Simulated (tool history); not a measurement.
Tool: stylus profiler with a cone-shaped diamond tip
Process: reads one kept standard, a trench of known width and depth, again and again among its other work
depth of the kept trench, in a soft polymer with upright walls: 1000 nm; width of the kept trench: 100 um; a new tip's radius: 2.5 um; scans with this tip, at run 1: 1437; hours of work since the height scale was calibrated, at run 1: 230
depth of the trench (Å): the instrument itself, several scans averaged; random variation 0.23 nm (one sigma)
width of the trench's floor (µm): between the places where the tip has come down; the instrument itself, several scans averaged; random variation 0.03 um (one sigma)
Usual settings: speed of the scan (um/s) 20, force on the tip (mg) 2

| run | day | speed of the scan (um/s) | force on the tip (mg) | scans with this tip | hours of work since the height scale was calibrated | depth of the trench (Å) | width of the trench's floor (µm) |
|---|---|---|---|---|---|---|---|
| 1 | 0 | 20 | 2 | 1437 | 230 | 10128.4 | 95.89 |
| 2 | 1.667 | 20 | 2 | 1601 | 257 | 10127.3 | 95.94 |
| 3 | 3.538 | 20 | 2 | 1785 | 286 | 10127.8 | 95.9 |
| 4 | 5.367 | 20 | 1.88 | 1965 | 315 | 10124.4 | 95.9 |
| 5 | 6.638 | 20 | 1.88 | 2090 | 335 | 10120.4 | 95.95 |
| 6 | 8.375 | 20 | 2 | 2262 | 362 | 10127.2 | 95.93 |
| 7 | 10.196 | 20 | 2 | 2441 | 391 | 10128.4 | 95.92 |
| 8 | 11.862 | 20 | 2 | 2605 | 418 | 10129 | 95.86 |
| 9 | 13.054 | 54 | 2 | 2722 | 436 | 10124.8 | 95.74 |
| 10 | 14.933 | 20 | 2 | 2908 | 466 | 10131.8 | 95.87 |
| 11 | 16.179 | 20 | 2 | 3030 | 486 | 10132.2 | 95.94 |
| 12 | 17.383 | 20 | 2 | 3149 | 505 | 10125.2 | 95.84 |
| 13 | 18.425 | 20 | 2 | 3251 | 521 | 10128.7 | 95.88 |
| 14 | 20.458 | 20 | 2 | 3452 | 553 | 10126.4 | 95.91 |
| 15 | 21.321 | 20 | 2 | 3536 | 567 | 10126 | 95.87 |
| 16 | 22.471 | 20 | 2 | 3650 | 585 | 10129.8 | 95.95 |
| 17 | 24.238 | 20 | 1.04 | 3824 | 613 | 10081.2 | 95.87 |
| 18 | 26.079 | 20 | 1.04 | 4005 | 642 | 10081.8 | 95.89 |
| 19 | 27.058 | 20 | 1.04 | 4102 | 657 | 10079.8 | 95.85 |
| 20 | 28.304 | 20 | 1.04 | 4224 | 677 | 10081.7 | 95.89 |
| 21 | 29.958 | 20 | 2 | 4387 | 703 | 10126.9 | 95.9 |
| 22 | 31.271 | 20 | 2 | 4516 | 724 | 10125.7 | 95.91 |
| 23 | 32.6 | 25 | 4.14 | 4648 | 745 | 10209.1 | 95.92 |
| 24 | 34.558 | 25 | 4.14 | 4840 | 776 | 10205.1 | 95.94 |
| 25 | 35.817 | 25 | 0.91 | 4964 | 796 | 10074.9 | 95.81 |
| 26 | 37.833 | 7 | 2 | 5163 | 827 | 10127.4 | 95.98 |
| 27 | 39.571 | 15 | 2.32 | 5334 | 855 | 10142.8 | 95.92 |
| 28 | 40.567 | 78 | 4.57 | 5432 | 870 | 10218.8 | 95.71 |
| 29 | 42.062 | 6 | 1.35 | 5579 | 894 | 10097.7 | 95.98 |
| 30 | 42.933 | 6 | 4.42 | 5665 | 908 | 10215.9 | 96.03 |
| 31 | 44.633 | 22 | 1.08 | 5833 | 935 | 10085.2 | 95.87 |
| 32 | 45.625 | 22 | 1.08 | 5930 | 950 | 10083.7 | 95.86 |
| 33 | 47.629 | 6 | 3.86 | 6128 | 982 | 10200.9 | 95.91 |
| 34 | 48.579 | 6 | 3.86 | 6221 | 997 | 10198.3 | 95.99 |
| 35 | 50.433 | 6 | 3.86 | 6404 | 1026 | 10201.2 | 95.93 |
| 36 | 52.021 | 6 | 3.86 | 6560 | 1051 | 10197.2 | 95.98 |
| 37 | 53.25 | 11 | 1.11 | 6681 | 1071 | 10085 | 95.93 |
| 38 | 54.138 | 26 | 1.1 | 6769 | 1085 | 10082.1 | 95.82 |
| 39 | 56.071 | 26 | 1.1 | 6959 | 1115 | 10086 | 95.82 |
| 40 | 57.317 | 67 | 3.12 | 7082 | 1135 | 10169.3 | 95.71 |
| 41 | 58.138 | 67 | 3.12 | 7163 | 1148 | 10174 | 95.75 |
| 42 | 59.396 | 9 | 0.95 | 7287 | 1168 | 10077.3 | 95.99 |
| 43 | 60.217 | 7 | 4.61 | 7367 | 1181 | 10224.1 | 95.97 |
| 44 | 61.562 | 26 | 2.7 | 7500 | 1202 | 10152.8 | 95.87 |

Forecast each of these 4 alternatives for the next run:
| A | 62.446 | 46 | 2 | 7587 | 1216 | ? | ? |
| B | 62.446 | 6 | 4.56 | 7587 | 1216 | ? | ? |
| C | 62.446 | 22 | 4.25 | 7587 | 1216 | ? | ? |
| D | 62.446 | 58 | 2.7 | 7587 | 1216 | ? | ? |

| run | depth of the trench (Å) | width of the trench's floor (µm) |
|---|---|---|
| A | 10125 | 95.76 |
| B | 10216.6 | 95.97 |
| C | 10211.6 | 95.94 |
| D | 10155.9 | 95.74 |
Without the tool's hidden state the same runs would have given:
| run | depth of the trench (Å) | width of the trench's floor (µm) |
|---|---|---|
| A | 10125.2 | 95.77 |
| B | 10216.8 | 95.98 |
| C | 10211.7 | 95.94 |
| D | 10156 | 95.74 |
